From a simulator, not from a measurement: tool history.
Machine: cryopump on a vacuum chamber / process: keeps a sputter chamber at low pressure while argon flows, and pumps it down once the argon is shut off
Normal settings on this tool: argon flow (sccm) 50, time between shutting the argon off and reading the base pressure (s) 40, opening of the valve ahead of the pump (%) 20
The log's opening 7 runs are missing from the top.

| run | hour | argon flow (sccm) | time between shutting the argon off and reading the base pressure (s) | opening of the valve ahead of the pump (%) | pressure while argon flows (Pa) | pressure after the wait (uPa) |
|---|---|---|---|---|---|---|
| 8 | 447 | 50 | 40 | 20 | 0.1892 | 2.26 |
| 9 | 506.4 | 50 | 40 | 20 | 0.1902 | 2.32 |
|  | 594.8 | leaking fittings of the chamber tightened, without venting |
| 10 | 594.8 | 50 | 40 | 20 | 0.191 | 1.67 |
| 11 | 685.8 | 21 | 40 | 20 | 0.0812 | 1.66 |
| 12 | 727.4 | 21 | 40 | 20 | 0.0814 | 1.68 |
| 13 | 779.8 | 21 | 40 | 20 | 0.0816 | 1.75 |
| 14 | 841.6 | 50 | 40 | 20 | 0.1944 | 1.7 |
| 15 | 933.4 | 50 | 40 | 20 | 0.197 | 1.79 |
| 16 | 998.6 | 50 | 40 | 20 | 0.1968 | 1.73 |
| 17 | 1053.8 | 50 | 40 | 20 | 0.1975 | 1.8 |
| 18 | 1112.2 | 50 | 40 | 39 | 0.1092 | 1.8 |
| 19 | 1175.8 | 94 | 284 | 20 | 0.3756 | 0.55 |
|  | 1260.7 | pump warmed up, emptied and cooled again |
| 20 | 1261.5 | 24 | 121 | 26 | 0.0692 | 0.7 |
| 21 | 1342.9 | 65 | 40 | 56 | 0.0878 | 1.72 |
| 22 | 1385.8 | 65 | 40 | 56 | 0.088 | 1.73 |
| 23 | 1469.7 | 29 | 59 | 56 | 0.0396 | 1.34 |
| 24 | 1557.6 | 58 | 293 | 22 | 0.1973 | 0.53 |
| 25 | 1595.1 | 23 | 293 | 25 | 0.0696 | 0.59 |
| 26 | 1654.9 | 60 | 42 | 55 | 0.0853 | 1.79 |

Expected results for the next run?
| 27 | 1708.6 | 76 | 42 | 44 | ? | ? |

{"run 27": {"pressure while argon flows (Pa)": 0.1346, "pressure after the wait (uPa)": 1.76}}
The same run, on a tool lacking any hidden state, would have yielded pressure while argon flows (Pa) 0.1273, pressure after the wait (uPa) 1.54.
